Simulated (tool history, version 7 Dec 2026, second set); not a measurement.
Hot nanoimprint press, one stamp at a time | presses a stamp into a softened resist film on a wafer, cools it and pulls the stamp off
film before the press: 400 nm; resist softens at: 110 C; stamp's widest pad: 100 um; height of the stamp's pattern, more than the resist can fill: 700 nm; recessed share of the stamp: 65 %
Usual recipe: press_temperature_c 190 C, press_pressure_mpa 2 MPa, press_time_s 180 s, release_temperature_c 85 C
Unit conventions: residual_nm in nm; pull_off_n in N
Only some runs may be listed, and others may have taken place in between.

run,day,press_temperature_c,press_pressure_mpa,press_time_s,release_temperature_c,residual_nm,pull_off_n
1,0,190,2,180,85,187.9,119
2,1.779,190,2,180,75,188.7,145
3,3.488,190,2,180,71,187.8,155
4,4.979,190,2,180,71,187.1,155
5,6.583,190,2,180,79,186.7,136
6,7.571,190,2,180,79,188.5,134
7,8.7,190,2.64,180,85,166.1,117
8,10.246,190,2,180,85,186.2,118
# day 11.083: plate thermocouple calibrated
9,11.904,190,2,180,85,187.4,121
10,13.5,190,2,180,85,185.3,116
11,15.083,190,2,180,85,186.9,125
12,16.567,201,2,180,85,133.6,124
13,18.05,201,2,180,85,133.4,123
# day 19.492: press's hydraulic seals changed and the load cell set to zero
14,20.075,198,2.66,219,85,116.3,119
15,21.767,198,2.66,219,85,116.5,119
# day 22.304: stamp cleaned and given a new release coat
16,23.342,199,2,180,85,140.2,123
17,24.683,189,2,213,87,177.8,117
18,25.562,193,2,180,92,168.5,109
19,26.583,190,2,103,75,225.1,146
20,27.304,180,2,180,92,248.5,104
# day 27.517: gauge calibrated
21,28.171,186,2,180,77,213.7,140

Run by run, hidden condition taken away, random variation retained:
Hidden state at play: true temperature over the reading, C; pressure that arrives at the usual setting, %; grip of the stamp's worn release coat, % over a new coat's; drift of the gauge itself on residual_nm, %; drift of the gauge itself on pull_off_n, %.
run,residual_nm
1,188
2,189.2
3,188.6
4,188.3
5,188.1
6,190.2
7,167.8
8,188.3
9,189.5
10,187.6
11,189.7
12,135.8
13,135.8
14,118.6
15,119
16,143.4
17,182.1
18,172.8
19,231.1
20,255.3
21,214.1
pull_off_n: within 2 N of the measured result in every run.

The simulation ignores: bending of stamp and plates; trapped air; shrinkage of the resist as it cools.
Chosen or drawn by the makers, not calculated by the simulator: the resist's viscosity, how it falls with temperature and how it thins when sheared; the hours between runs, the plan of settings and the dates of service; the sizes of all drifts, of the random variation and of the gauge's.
